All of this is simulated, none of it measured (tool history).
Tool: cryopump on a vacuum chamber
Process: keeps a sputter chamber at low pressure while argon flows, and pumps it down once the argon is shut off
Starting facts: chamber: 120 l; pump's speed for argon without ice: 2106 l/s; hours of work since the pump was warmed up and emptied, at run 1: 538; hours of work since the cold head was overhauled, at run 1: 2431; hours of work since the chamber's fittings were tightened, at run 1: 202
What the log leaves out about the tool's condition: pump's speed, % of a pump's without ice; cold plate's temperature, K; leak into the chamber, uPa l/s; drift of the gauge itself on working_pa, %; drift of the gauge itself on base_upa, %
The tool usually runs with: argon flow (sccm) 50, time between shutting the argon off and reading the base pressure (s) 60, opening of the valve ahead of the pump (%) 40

run	hour	argon flow (sccm)	time between shutting the argon off and reading the base pressure (s)	opening of the valve ahead of the pump (%)	hours of work since the pump was warmed up and emptied	hours of work since the cold head was overhauled	hours of work since the chamber's fittings were tightened	pressure while argon flows (Pa)	pressure after the wait (uPa)
1	0	50	60	40	538	2431	202	0.1071	1.47
2	56.5	50	60	40	578	2471	242	0.1065	1.47
# hour 79.4: pump warmed up, emptied and cooled again
3	141.9	50	60	40	44	2528	300	0.1013	1.52
4	194.8	50	60	40	82	2566	337	0.1011	1.54
5	261.6	50	60	40	130	2613	385	0.1029	1.6
6	324.3	50	60	40	174	2658	429	0.1027	1.56
7	409.5	50	60	40	235	2719	490	0.1047	1.58
8	479.4	50	60	40	285	2768	540	0.1047	1.74
9	537.4	50	60	40	326	2810	581	0.1038	1.76
10	591.8	50	60	40	365	2848	620	0.1054	1.81
11	661.2	50	60	40	414	2898	669	0.1059	1.9
12	705.4	50	60	40	445	2929	701	0.1064	1.88
13	744.6	50	60	40	473	2957	729	0.1059	1.89
14	817.2	50	161	40	525	3009	780	0.1066	1.27
15	883.7	50	161	40	572	3056	828	0.1071	1.36
# hour 915.6: pump warmed up, emptied and cooled again
16	931.5	50	60	40	11	3087	858	0.1008	1.92
17	975.9	50	60	40	43	3118	890	0.1029	1.93
18	1035.5	50	60	40	85	3161	932	0.1017	2
19	1089.6	50	60	40	124	3199	971	0.1022	1.97
20	1135.6	40	66	21	157	3232	1003	0.1549	1.99
21	1200	40	66	21	202	3278	1049	0.155	2.01
22	1237.2	50	60	24	229	3304	1076	0.1698	2.19
23	1313.9	50	42	37	283	3359	1130	0.1128	2.69
24	1398.2	50	42	37	343	3419	1190	0.112	2.75
25	1482.3	48	60	31	403	3478	1250	0.1303	2.34
26	1528.4	48	60	31	436	3511	1283	0.1299	2.36
# hour 1550.6: leaking fittings of the chamber tightened, without venting
27	1577.2	50	60	19	469	3545	19	0.2174	1.33
28	1615.2	58	60	53	496	3572	46	0.095	1.35
29	1676.3	43	240	34	540	3615	89	0.1078	0.48
30	1727.6	43	240	34	576	3652	126	0.107	0.52
# hour 1756.7: pump warmed up, emptied and cooled again
31	1790.9	52	24	40	24	3693	167	0.1069	2.96
32	1834.1	52	24	40	55	3724	198	0.1073	3.13
33	1906.7	73	30	17	107	3776	250	0.3489	2.55
34	1951.2	65	169	40	138	3807	281	0.1337	0.78
35	2016.7	32	259	43	185	3854	328	0.0616	0.71

Each row is a separate what-if for the run after 35, all from the same tool condition, not one after another. Results?
A	2053.4	26	133	52	211	3880	354	?	?
B	2053.4	32	259	26	211	3880	354	?	?
C	2053.4	100	41	27	211	3880	354	?	?

run	pressure while argon flows (Pa)	pressure after the wait (uPa)
A	0.0414	0.94
B	0.1012	0.66
C	0.3066	2.08
The same runs, with their run-to-run variation unchanged, on a tool lacking any hidden condition would have given:
run	pressure while argon flows (Pa)	pressure after the wait (uPa)
A	0.0397	0.63
B	0.0991	0.35
C	0.2999	1.77

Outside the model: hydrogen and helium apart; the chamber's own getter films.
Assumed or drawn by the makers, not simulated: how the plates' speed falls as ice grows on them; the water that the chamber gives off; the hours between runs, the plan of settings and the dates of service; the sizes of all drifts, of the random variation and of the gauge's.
